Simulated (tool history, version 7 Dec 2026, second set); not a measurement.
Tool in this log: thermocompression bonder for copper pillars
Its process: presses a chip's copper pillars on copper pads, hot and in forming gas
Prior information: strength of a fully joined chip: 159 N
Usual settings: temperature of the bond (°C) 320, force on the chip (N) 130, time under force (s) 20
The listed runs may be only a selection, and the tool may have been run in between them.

run	hour	temperature of the bond (°C)	force on the chip (N)	time under force (s)	force that shears a chip off (N)
1	0	320	130	20	87.9
2	58.5	320	130	12	74.2
3	89.8	338	130	12	90.3
4	142.2	338	130	12	91.3
5	200.9	320	130	18	85.3
# hour 204.5: forming gas filter changed
6	257.7	320	130	18	95
7	309.3	320	130	18	94.8
8	368	306	130	20	85.1
9	394.1	306	104	12	59.7
10	455.9	306	104	12	59.9
11	517.5	306	104	12	59.1
12	579.3	291	130	20	67.7
13	620.5	291	122	20	64.9
14	684.1	320	130	24	100.5
15	728.1	320	130	24	100.9
16	789.4	335	175	13	110.8

Here are 3 independent what-if runs from the current tool condition. What would each one return?
A	835.6	335	95	13	?
B	835.6	303	89	16	?
C	835.6	320	134	13	?

run	force that shears a chip off (N)
A	81.8
B	55.3
C	84
Stripped of hidden state, with their random variation kept, the same runs would have yielded:
run	force that shears a chip off (N)
A	80.3
B	52.8
C	82.3
